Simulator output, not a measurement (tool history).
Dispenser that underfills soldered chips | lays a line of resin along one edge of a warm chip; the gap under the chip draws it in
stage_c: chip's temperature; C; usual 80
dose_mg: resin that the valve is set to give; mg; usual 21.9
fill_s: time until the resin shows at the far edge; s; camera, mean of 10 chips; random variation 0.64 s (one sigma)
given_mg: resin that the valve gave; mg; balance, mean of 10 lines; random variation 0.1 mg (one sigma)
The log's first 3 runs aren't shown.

{"run": 4, "hour": 15.5, "stage_c": 83, "dose_mg": 21.9, "fill_s": 74.8, "given_mg": 21.31}
{"run": 5, "hour": 20.6, "stage_c": 83, "dose_mg": 21.9, "fill_s": 91.6, "given_mg": 21.54}
{"hour": 21.6, "done": "new syringe of resin"}
{"run": 6, "hour": 25.4, "stage_c": 84, "dose_mg": 21.9, "fill_s": 57.3, "given_mg": 21.4}
{"run": 7, "hour": 31.4, "stage_c": 80, "dose_mg": 21.9, "fill_s": 80.8, "given_mg": 21.3}
{"run": 8, "hour": 37.3, "stage_c": 80, "dose_mg": 20.7, "fill_s": 99.9, "given_mg": 20.1}
{"hour": 40.0, "done": "new syringe of resin"}
{"run": 9, "hour": 42.9, "stage_c": 80, "dose_mg": 20.7, "fill_s": 65.2, "given_mg": 19.96}
{"run": 10, "hour": 47.7, "stage_c": 80, "dose_mg": 19.2, "fill_s": 77.9, "given_mg": 18.79}
{"hour": 49.6, "done": "dispensing valve cleaned and set on the balance"}
{"run": 11, "hour": 53.0, "stage_c": 80, "dose_mg": 21.1, "fill_s": 86.4, "given_mg": 21.06}
{"run": 12, "hour": 56.8, "stage_c": 80, "dose_mg": 21.1, "fill_s": 98.8, "given_mg": 20.92}
{"hour": 59.1, "done": "new syringe of resin"}
{"run": 13, "hour": 60.1, "stage_c": 80, "dose_mg": 21.1, "fill_s": 60.5, "given_mg": 20.97}
{"run": 14, "hour": 66.1, "stage_c": 80, "dose_mg": 21.1, "fill_s": 72.9, "given_mg": 21.01}
{"run": 15, "hour": 72.2, "stage_c": 80, "dose_mg": 21.1, "fill_s": 89.4, "given_mg": 20.92}
{"hour": 77.2, "done": "new syringe of resin"}
{"run": 16, "hour": 79.4, "stage_c": 80, "dose_mg": 21.9, "fill_s": 64.8, "given_mg": 21.51}
{"run": 17, "hour": 84.5, "stage_c": 80, "dose_mg": 21.9, "fill_s": 74.4, "given_mg": 21.47}
{"run": 18, "hour": 89.2, "stage_c": 66, "dose_mg": 21.9, "fill_s": 145.4, "given_mg": 21.62}
{"run": 19, "hour": 93.2, "stage_c": 67, "dose_mg": 20, "fill_s": 162.3, "given_mg": 19.77}
{"hour": 95.5, "done": "new syringe of resin"}
{"run": 20, "hour": 98.1, "stage_c": 66, "dose_mg": 21.9, "fill_s": 105.4, "given_mg": 21.39}
{"run": 21, "hour": 102.9, "stage_c": 94, "dose_mg": 19.7, "fill_s": 49.1, "given_mg": 19.23}
{"run": 22, "hour": 106.3, "stage_c": 92, "dose_mg": 25, "fill_s": 54, "given_mg": 24.71}
{"run": 23, "hour": 110.2, "stage_c": 83, "dose_mg": 21.9, "fill_s": 87.3, "given_mg": 21.45}

Forecast run 24:
{"hour": 113.7, "done": "new syringe of resin"}
{"run": 24, "hour": 116.6, "stage_c": 83, "dose_mg": 21.9, "fill_s": "?", "given_mg": "?"}

{"run 24": {"fill_s": 58.7, "given_mg": 21.39}}
Without the tool's hidden state the same run would have given fill_s 50.5 s, given_mg 21.89 mg.
